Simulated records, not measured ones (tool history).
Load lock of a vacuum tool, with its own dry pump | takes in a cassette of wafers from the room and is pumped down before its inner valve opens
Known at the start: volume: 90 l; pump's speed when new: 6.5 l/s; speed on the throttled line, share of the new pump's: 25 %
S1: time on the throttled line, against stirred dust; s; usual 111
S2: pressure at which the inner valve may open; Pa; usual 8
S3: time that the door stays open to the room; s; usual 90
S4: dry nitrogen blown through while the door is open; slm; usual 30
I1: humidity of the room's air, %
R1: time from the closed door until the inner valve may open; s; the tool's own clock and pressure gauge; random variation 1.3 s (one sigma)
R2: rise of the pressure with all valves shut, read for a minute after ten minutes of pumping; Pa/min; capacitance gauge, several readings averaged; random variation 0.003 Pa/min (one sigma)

run    hour   S1  S2   S3  S4    I1     R1     R2
  1     0.0  111   8   90  30  47.4  215.0  0.034
  2   297.8  111   8   90  30  46.8  214.6  0.033
  3   643.4  111   8   31  30  49.5  215.2  0.019
  4   837.9  111   8   90  30  44.5  217.4  0.039
  5  1184.7  111   8   26  30  44.5  215.8  0.017
  6  1612.5  111  13   90  30  45.4  208.2  0.040
  7  1807.0  111  13   90  30  46.4  208.7  0.045
  8  2163.7  111  13   90  30  47.8  209.0  0.040
  9  2501.1  111   8   90  30  49.2  215.8  0.042
 10  2796.0  111   8   90  30  48.0  214.5  0.037
 11  3162.6  111  10   44  30  47.0  211.6  0.026
 12  3609.4   73  10   56  30  42.0  183.2  0.025
 13  3838.0   64   8   43  30  44.5  180.8  0.019
     3901.2  -- dry pump taken out, an overhauled one fitted
 14  4209.6   94   9   43  30  45.8  200.9  0.020
 15  4449.6   94  15   37  13  45.0  192.9  0.030
 16  4678.2  177  15   55  13  45.2  257.4  0.032
 17  4896.9  177  15   55  13  43.2  254.9  0.038
 18  5297.8   84   8  144  12  45.9  193.8  0.072

Forecast each of these 4 alternatives for the next run:
  A  5744.6   84   6  65   5  47.9   ?   ?
  B  5744.6  172  10  90  30  44.4   ?   ?
  C  5744.6  111   8  59   6  44.9   ?   ?
  D  5744.6   61   8  84  12  46.6   ?   ?

run     R1     R2
  A  198.3  0.051
  B  259.5  0.038
  C  217.7  0.045
  D  176.9  0.049
Without the tool's hidden state the same runs would have given:
run     R1     R2
  A  198.3  0.051
  B  259.5  0.037
  C  217.7  0.045
  D  176.9  0.049

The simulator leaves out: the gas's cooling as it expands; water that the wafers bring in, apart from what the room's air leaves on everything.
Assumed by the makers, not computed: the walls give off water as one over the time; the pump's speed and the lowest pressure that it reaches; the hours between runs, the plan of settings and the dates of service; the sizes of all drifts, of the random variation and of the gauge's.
